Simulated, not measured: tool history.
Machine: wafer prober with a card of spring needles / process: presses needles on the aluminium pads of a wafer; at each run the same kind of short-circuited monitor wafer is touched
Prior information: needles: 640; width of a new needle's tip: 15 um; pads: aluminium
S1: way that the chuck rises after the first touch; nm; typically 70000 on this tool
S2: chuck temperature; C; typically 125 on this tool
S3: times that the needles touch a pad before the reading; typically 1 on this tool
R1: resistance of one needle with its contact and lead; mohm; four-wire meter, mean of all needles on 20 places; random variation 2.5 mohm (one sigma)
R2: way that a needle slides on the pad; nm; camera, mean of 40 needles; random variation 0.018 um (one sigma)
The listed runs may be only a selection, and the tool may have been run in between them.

run 1 hour=0.0 | S1=70000 S2=125 S3=1 | R1=317 R2=15900
run 2 hour=11.7 | S1=78000 S2=125 S3=1 | R1=354 R2=17690
-- hour=16.4 tips cleaned on abrasive film
run 3 hour=21.5 | S1=70000 S2=125 S3=3 | R1=309 R2=15860
run 4 hour=29.0 | S1=70000 S2=125 S3=1 | R1=368 R2=15850
-- hour=34.8 tips cleaned on abrasive film
run 5 hour=36.4 | S1=70000 S2=125 S3=1 | R1=314 R2=15860
run 6 hour=45.6 | S1=70000 S2=125 S3=1 | R1=357 R2=15800
-- hour=53.4 tips cleaned on abrasive film
run 7 hour=57.7 | S1=70000 S2=51 S3=1 | R1=314 R2=15820
run 8 hour=66.2 | S1=70000 S2=125 S3=1 | R1=361 R2=15810
-- hour=71.2 tips cleaned on abrasive film
run 9 hour=83.8 | S1=70000 S2=125 S3=2 | R1=341 R2=15820
-- hour=90.1 tips cleaned on abrasive film
run 10 hour=96.4 | S1=87000 S2=125 S3=2 | R1=309 R2=19660
-- hour=108.6 tips cleaned on abrasive film
run 11 hour=114.3 | S1=87000 S2=125 S3=2 | R1=307 R2=19630
-- hour=127.1 tips cleaned on abrasive film
run 12 hour=127.1 | S1=87000 S2=125 S3=2 | R1=290 R2=19620
run 13 hour=136.9 | S1=63000 S2=125 S3=1 | R1=372 R2=14100
-- hour=145.6 tips cleaned on abrasive film
run 14 hour=150.8 | S1=69000 S2=44 S3=1 | R1=316 R2=15490
-- hour=163.8 tips cleaned on abrasive film
run 15 hour=168.6 | S1=74000 S2=26 S3=3 | R1=282 R2=16640
-- hour=181.9 tips cleaned on abrasive film
run 16 hour=182.6 | S1=89000 S2=125 S3=3 | R1=296 R2=20020
run 17 hour=192.2 | S1=89000 S2=55 S3=3 | R1=289 R2=19980
-- hour=200.5 tips cleaned on abrasive film
-- hour=202.3 height of the first contact set anew
run 18 hour=209.0 | S1=75000 S2=55 S3=1 | R1=333 R2=17140
-- hour=219.1 tips cleaned on abrasive film
run 19 hour=225.9 | S1=83000 S2=26 S3=1 | R1=303 R2=18980

Each row is a separate what-if for the run after 19, all from the same tool condition, not one after another. Results?
run A hour=234.3 | S1=53000 S2=53 S3=2 | R1=? R2=?
run B hour=234.3 | S1=84000 S2=102 S3=2 | R1=? R2=?
run C hour=234.3 | S1=56000 S2=105 S3=2 | R1=? R2=?
run D hour=234.3 | S1=54000 S2=112 S3=3 | R1=? R2=?
run E hour=234.3 | S1=60000 S2=68 S3=2 | R1=? R2=?

run=A R1=363 R2=12100
run=B R1=322 R2=19180
run=C R1=363 R2=12760
run=D R1=336 R2=12320
run=E R1=341 R2=13700
Stripped of hidden state, with their random variation kept, the same runs would have yielded:
run=A R1=274 R2=12120
run=B R1=285 R2=19200
run=C R1=289 R2=12780
run=D R1=289 R2=12340
run=E R1=272 R2=13710

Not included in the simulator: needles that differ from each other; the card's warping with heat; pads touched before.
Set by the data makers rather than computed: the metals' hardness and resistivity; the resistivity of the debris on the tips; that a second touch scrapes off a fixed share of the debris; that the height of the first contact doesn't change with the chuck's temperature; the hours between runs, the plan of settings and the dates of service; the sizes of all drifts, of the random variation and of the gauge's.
